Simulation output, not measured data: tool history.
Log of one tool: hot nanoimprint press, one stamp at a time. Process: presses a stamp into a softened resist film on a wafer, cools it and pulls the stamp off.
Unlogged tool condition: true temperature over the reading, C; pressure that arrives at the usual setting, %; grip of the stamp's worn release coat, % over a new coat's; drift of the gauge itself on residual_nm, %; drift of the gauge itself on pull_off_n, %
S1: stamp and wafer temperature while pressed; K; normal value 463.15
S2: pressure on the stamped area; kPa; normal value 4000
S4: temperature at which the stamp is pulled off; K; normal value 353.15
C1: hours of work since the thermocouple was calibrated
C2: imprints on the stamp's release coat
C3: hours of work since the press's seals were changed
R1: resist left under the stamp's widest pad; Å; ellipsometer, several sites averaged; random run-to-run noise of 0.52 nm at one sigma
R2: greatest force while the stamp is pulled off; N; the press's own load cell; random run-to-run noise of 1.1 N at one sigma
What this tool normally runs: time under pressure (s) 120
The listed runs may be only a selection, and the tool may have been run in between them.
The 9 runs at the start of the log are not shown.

Run 10, day 16.596: usual settings but S2 4100 kPa; C1 219; C2 1007; C3 768. Result: R1 3189 Å, R2 200 N.
Run 11, day 18.433: usual settings but S1 466.15 K, S2 4100 kPa; C1 243; C2 1137; C3 792. Result: R1 2866 Å, R2 201 N.
At day 20.675: stamp cleaned and given a new release coat.
Run 12, day 21.225: usual settings but S2 4520 kPa; C1 277; C2 39; C3 826. Result: R1 3056 Å, R2 184 N.
Run 13, day 22.783: usual settings; C1 298; C2 149; C3 847. Result: R1 3207 Å, R2 183 N.
At day 23.117: plate thermocouple calibrated.
Run 14, day 24.996: usual settings; C1 25; C2 296; C3 875. Result: R1 3167 Å, R2 186 N.
Run 15, day 26.646: usual settings but S1 473.15 K; C1 47; C2 412; C3 897. Result: R1 2224 Å, R2 185 N.
Run 16, day 27.704: usual settings but S1 473.15 K; C1 61; C2 486; C3 911. Result: R1 2220 Å, R2 187 N.
Run 17, day 29.792: usual settings but S1 473.15 K, S2 2530 kPa; C1 89; C2 633; C3 939. Result: R1 2735 Å, R2 187 N.
Run 18, day 32.354: usual settings but S1 461.15 K, S4 354.15 K; C1 124; C2 814; C3 974. Result: R1 3391 Å, R2 189 N.
Run 19, day 34.688: usual settings but S1 475.15 K, S2 3780 kPa, time under pressure (s) 75; C1 155; C2 978; C3 1005. Result: R1 2582 Å, R2 194 N.
At day 35.038: plate thermocouple calibrated, once more.
Run 20, day 36.096: usual settings but time under pressure (s) 220; C1 14; C2 1069; C3 1022. Result: R1 2593 Å, R2 200 N.
Run 21, day 37.412: usual settings but S1 456.15 K, time under pressure (s) 145; C1 32; C2 1161; C3 1040. Result: R1 3910 Å, R2 202 N.
At day 39.371: stamp cleaned and given a new release coat.
Run 22, day 40.054: usual settings but S1 456.15 K, time under pressure (s) 145; C1 64; C2 48; C3 1072. Result: R1 3916 Å, R2 182 N.
Run 23, day 41.375: usual settings but S1 456.15 K, time under pressure (s) 145; C1 81; C2 141; C3 1089. Result: R1 3911 Å, R2 185 N.
Run 24, day 43.046: usual settings but S1 451.15 K, time under pressure (s) 151; C1 104; C2 259; C3 1112. Result: R1 4538 Å, R2 187 N.
Run 25, day 44.542: usual settings but S1 460.15 K, S2 3880 kPa; C1 124; C2 364; C3 1132. Result: R1 3671 Å, R2 189 N.
Run 26, day 45.762: usual settings but S1 460.15 K, S2 3880 kPa; C1 140; C2 450; C3 1148. Result: R1 3666 Å, R2 189 N.
Run 27, day 47.758: usual settings but S2 4290 kPa, time under pressure (s) 162, S4 340.15 K; C1 167; C2 591; C3 1175. Result: R1 2833 Å, R2 258 N.
Run 28, day 50.342: usual settings but S1 469.15 K, S4 346.15 K; C1 201; C2 773; C3 1209. Result: R1 2641 Å, R2 228 N.
At day 51.792: press's hydraulic seals changed and the load cell set to zero.
Run 29, day 52.804: usual settings but S1 468.15 K, S2 4660 kPa, time under pressure (s) 70, S4 352.15 K; C1 230; C2 922; C3 14. Result: R1 2986 Å, R2 199 N.
Run 30, day 54.725: usual settings but S1 468.15 K, S2 4660 kPa, time under pressure (s) 70, S4 352.15 K; C1 256; C2 1058; C3 39. Result: R1 2982 Å, R2 204 N.

Each row is a separate what-if for the run after 30, all from the same tool condition, not one after another. Results?
Run A, day 57.092: usual settings but S1 452.15 K, time under pressure (s) 192; C1 287; C2 1225; C3 71. Result: R1 ?, R2 ?.
Run B, day 57.092: usual settings but S1 468.15 K, S2 4660 kPa, time under pressure (s) 235, S4 352.15 K; C1 287; C2 1225; C3 71. Result: R1 ?, R2 ?.
Run C, day 57.092: usual settings but S2 4210 kPa, S4 339.15 K; C1 287; C2 1225; C3 71. Result: R1 ?, R2 ?.

run    R1   R2
  A  3903  202
  B  1807  206
  C  3026  278
Without the tool's hidden state the same runs would have given:
run    R1   R2
  A  3958  183
  B  1831  187
  C  3067  252

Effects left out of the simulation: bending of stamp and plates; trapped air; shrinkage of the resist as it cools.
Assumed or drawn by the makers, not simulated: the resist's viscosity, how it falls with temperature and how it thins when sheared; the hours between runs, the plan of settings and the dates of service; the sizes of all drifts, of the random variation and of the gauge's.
